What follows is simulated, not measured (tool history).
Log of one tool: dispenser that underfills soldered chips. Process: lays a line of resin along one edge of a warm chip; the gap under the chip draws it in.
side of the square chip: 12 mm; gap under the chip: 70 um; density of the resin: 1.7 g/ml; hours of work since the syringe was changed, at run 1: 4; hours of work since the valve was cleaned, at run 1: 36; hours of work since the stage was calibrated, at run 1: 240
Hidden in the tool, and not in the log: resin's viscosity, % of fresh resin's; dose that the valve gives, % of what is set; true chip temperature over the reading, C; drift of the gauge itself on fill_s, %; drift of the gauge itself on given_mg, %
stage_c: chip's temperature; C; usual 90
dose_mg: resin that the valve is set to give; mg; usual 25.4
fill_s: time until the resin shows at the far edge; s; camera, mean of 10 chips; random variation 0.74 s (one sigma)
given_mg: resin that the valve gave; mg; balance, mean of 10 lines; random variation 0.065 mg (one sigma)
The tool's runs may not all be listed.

run,hour,stage_c,dose_mg,hours of work since the syringe was changed,hours of work since the valve was cleaned,hours of work since the stage was calibrated,fill_s,given_mg
1,0,90,25.4,4,36,240,76.4,24.89
# hour 8: new syringe of resin
2,9.1,90,25.4,1,43,247,67.3,24.93
3,17.8,90,25.4,7,49,253,89.8,25.03
# hour 20.5: new syringe of resin
4,25.5,90,25.4,4,54,259,76.6,24.85
# hour 32.7: new syringe of resin
5,34.4,90,25.4,1,61,265,67.4,24.81
# hour 45.4: new syringe of resin
6,46.4,90,25.4,1,69,274,64.2,24.7
7,57,90,25.4,9,77,281,96.3,24.58
# hour 58.3: new syringe of resin
# hour 71.1: new syringe of resin
8,71.6,90,25.4,0,87,292,64,24.63
9,82.2,90,25.4,8,95,300,94.2,24.57
# hour 83.5: new syringe of resin
10,93.1,90,25.4,7,103,307,85.9,24.5
# hour 96: new syringe of resin
11,99.1,90,25.4,2,107,312,68.6,24.48
12,105.2,90,25.4,7,112,316,87.1,24.34
# hour 108.7: new syringe of resin
13,117.7,90,25.4,7,121,325,85.2,24.27
# hour 120.8: new syringe of resin
14,131.5,90,22.1,8,131,335,94.7,20.99
# hour 133: new syringe of resin
# hour 137.2: dispensing valve cleaned and set on the balance
15,144.4,90,22.1,8,5,344,89.9,21.97
# hour 146.8: new syringe of resin
16,156,90,22.1,7,14,352,86.6,21.99
# hour 159.1: new syringe of resin
17,166.6,90,22.2,5,21,359,79.9,22.08
# hour 171.1: new syringe of resin
18,176.5,90,22.2,4,28,367,75.9,21.98
19,182.5,101,27.7,8,33,371,58.9,27.27
# hour 183.6: new syringe of resin
20,194.3,102,32.2,8,41,379,55.6,31.68
# hour 195.7: new syringe of resin
21,206.2,101,32.2,8,50,388,56.2,31.71
# hour 208.3: new syringe of resin
# hour 220.6: new syringe of resin
22,220.6,101,32.2,0,60,398,38.3,31.67
23,232,101,25.4,8,68,407,58.9,25
# hour 233.2: new syringe of resin
24,239.1,95,22.6,4,73,412,61.6,22.02
# hour 246: new syringe of resin
25,252,105,30.3,4,83,421,41.2,29.42
# hour 258.4: new syringe of resin
26,259,105,30.3,0,88,426,32.4,29.3
27,269.1,78,24,8,95,433,144.4,23.23
# hour 271.4: new syringe of resin
28,275.9,92,31.2,3,100,438,62,30.23
# hour 284.4: new syringe of resin
29,286.7,102,24,2,108,446,41.3,23.17
# hour 296.9: new syringe of resin
30,296.9,104,24,0,115,453,33.4,23.17
# hour 309: new syringe of resin
31,309,104,24,0,124,462,34.2,23.1
# hour 321.4: new syringe of resin
# hour 324.3: dispensing valve cleaned and set on the balance
32,324.3,104,24,1,0,472,35.5,23.95
33,331.2,104,32.5,6,5,477,45.5,32.28
# hour 334.9: new syringe of resin
34,338.6,90,26.9,3,10,482,65.7,26.85

The same runs without the tool's hidden state, with the same run-to-run variation:
run,fill_s,given_mg
1,68.4,25.29
2,68.7,25.39
3,66.6,25.54
4,68.7,25.4
5,68.2,25.42
6,67.5,25.38
7,68.6,25.32
8,68.8,25.46
9,68.5,25.48
10,66.8,25.47
11,66.7,25.49
12,67.5,25.39
13,68.1,25.41
14,69,22.06
15,69.2,22
16,68.9,22.08
17,69.5,22.23
18,69,22.18
19,42.8,27.56
20,40.9,32.12
21,42.8,32.24
22,42.9,32.31
23,43.4,25.59
24,56.4,22.57
25,36.9,30.26
26,36.2,30.19
27,113,24
28,60,31.27
29,42.8,24.04
30,37.7,24.09
31,38.8,24.1
32,37.6,23.98
33,37.4,32.38
34,67,26.98
